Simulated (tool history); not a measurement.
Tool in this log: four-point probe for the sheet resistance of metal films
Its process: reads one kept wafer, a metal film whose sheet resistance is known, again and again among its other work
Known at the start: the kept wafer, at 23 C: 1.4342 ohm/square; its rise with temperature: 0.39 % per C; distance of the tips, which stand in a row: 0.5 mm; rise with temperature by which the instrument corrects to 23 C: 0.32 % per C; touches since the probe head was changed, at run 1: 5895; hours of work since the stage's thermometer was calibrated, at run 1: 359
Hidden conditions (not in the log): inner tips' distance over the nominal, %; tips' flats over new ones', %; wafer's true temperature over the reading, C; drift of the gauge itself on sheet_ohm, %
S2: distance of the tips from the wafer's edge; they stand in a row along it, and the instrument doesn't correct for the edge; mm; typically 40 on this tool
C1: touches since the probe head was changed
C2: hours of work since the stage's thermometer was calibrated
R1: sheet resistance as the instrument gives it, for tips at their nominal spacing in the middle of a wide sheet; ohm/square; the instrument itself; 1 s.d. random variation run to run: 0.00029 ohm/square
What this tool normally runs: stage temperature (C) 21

Run 1, hour 0.0: usual settings; C1 5895; C2 359. Result: R1 1.431950 ohm/square.
Run 2, hour 38.9: usual settings but stage temperature (C) 34; C1 7310; C2 381. Result: R1 1.443277 ohm/square.
Run 3, hour 58.2: usual settings but stage temperature (C) 34, S2 55 mm; C1 8013; C2 392. Result: R1 1.443105 ohm/square.
Run 4, hour 84.5: usual settings but S2 47 mm; C1 8970; C2 406. Result: R1 1.431906 ohm/square.
Run 5, hour 106.7: usual settings but S2 47 mm; C1 9780; C2 419. Result: R1 1.432842 ohm/square.
Run 6, hour 139.1: usual settings but S2 13 mm; C1 10958; C2 437. Result: R1 1.433213 ohm/square.
Run 7, hour 159.4: usual settings; C1 11697; C2 448. Result: R1 1.432304 ohm/square.
Run 8, hour 189.6: usual settings; C1 12797; C2 465. Result: R1 1.432245 ohm/square.
Run 9, hour 226.4: usual settings but S2 16 mm; C1 14139; C2 485. Result: R1 1.433081 ohm/square.
Run 10, hour 249.2: usual settings but S2 16 mm; C1 14970; C2 498. Result: R1 1.432804 ohm/square.
Run 11, hour 273.8: usual settings but S2 16 mm; C1 15865; C2 512. Result: R1 1.433305 ohm/square.
Run 12, hour 309.1: usual settings but S2 16 mm; C1 17148; C2 531. Result: R1 1.432896 ohm/square.
Run 13, hour 343.0: usual settings but S2 16 mm; C1 18385; C2 550. Result: R1 1.432359 ohm/square.
Run 14, hour 372.8: usual settings but stage temperature (C) 22; C1 19468; C2 567. Result: R1 1.432957 ohm/square.
Run 15, hour 403.1: usual settings but stage temperature (C) 22; C1 20570; C2 584. Result: R1 1.433189 ohm/square.
Run 16, hour 426.2: usual settings but S2 51 mm; C1 21414; C2 597. Result: R1 1.432310 ohm/square.
Run 17, hour 459.4: usual settings but S2 51 mm; C1 22623; C2 615. Result: R1 1.432312 ohm/square.
Run 18, hour 496.2: usual settings but stage temperature (C) 19, S2 14 mm; C1 23961; C2 636. Result: R1 1.431374 ohm/square.
Run 19, hour 529.8: usual settings but stage temperature (C) 19, S2 14 mm; C1 25184; C2 654. Result: R1 1.431114 ohm/square.
Run 20, hour 556.5: usual settings but stage temperature (C) 24; C1 26159; C2 669. Result: R1 1.435104 ohm/square.
Run 21, hour 585.0: usual settings but stage temperature (C) 24; C1 27196; C2 685. Result: R1 1.435298 ohm/square.
Run 22, hour 611.8: usual settings but stage temperature (C) 24; C1 28172; C2 700. Result: R1 1.434669 ohm/square.
Run 23, hour 635.9: usual settings but stage temperature (C) 30, S2 7 mm; C1 29048; C2 713. Result: R1 1.443841 ohm/square.
Run 24, hour 657.6: usual settings but stage temperature (C) 28, S2 10 mm; C1 29840; C2 725. Result: R1 1.440087 ohm/square.
Run 25, hour 681.9: usual settings but stage temperature (C) 27, S2 13 mm; C1 30722; C2 739. Result: R1 1.438604 ohm/square.
Run 26, hour 720.2: usual settings but stage temperature (C) 27, S2 13 mm; C1 32118; C2 760. Result: R1 1.439158 ohm/square.
Run 27, hour 738.3: usual settings but stage temperature (C) 28, S2 4 mm; C1 32776; C2 770. Result: R1 1.450209 ohm/square.
Run 28, hour 768.6: usual settings but S2 66 mm; C1 33879; C2 787. Result: R1 1.432538 ohm/square.
Run 29, hour 791.3: usual settings but stage temperature (C) 22, S2 61 mm; C1 34708; C2 800. Result: R1 1.433198 ohm/square.
Run 30, hour 808.0: usual settings but stage temperature (C) 33, S2 39 mm; C1 35315; C2 809. Result: R1 1.443501 ohm/square.
Run 31, hour 828.3: usual settings but stage temperature (C) 23, S2 4 mm; C1 36055; C2 820. Result: R1 1.446023 ohm/square.

Run 32 comes next. What will it give?
Run 32, hour 861.3: usual settings but stage temperature (C) 23, S2 4 mm; C1 37255; C2 839. Result: R1 ?.

R1: 1.446135 ohm/square
With the hidden condition absent and the run-to-run variation left alone, this run would have shown R1 1.446330 ohm/square.
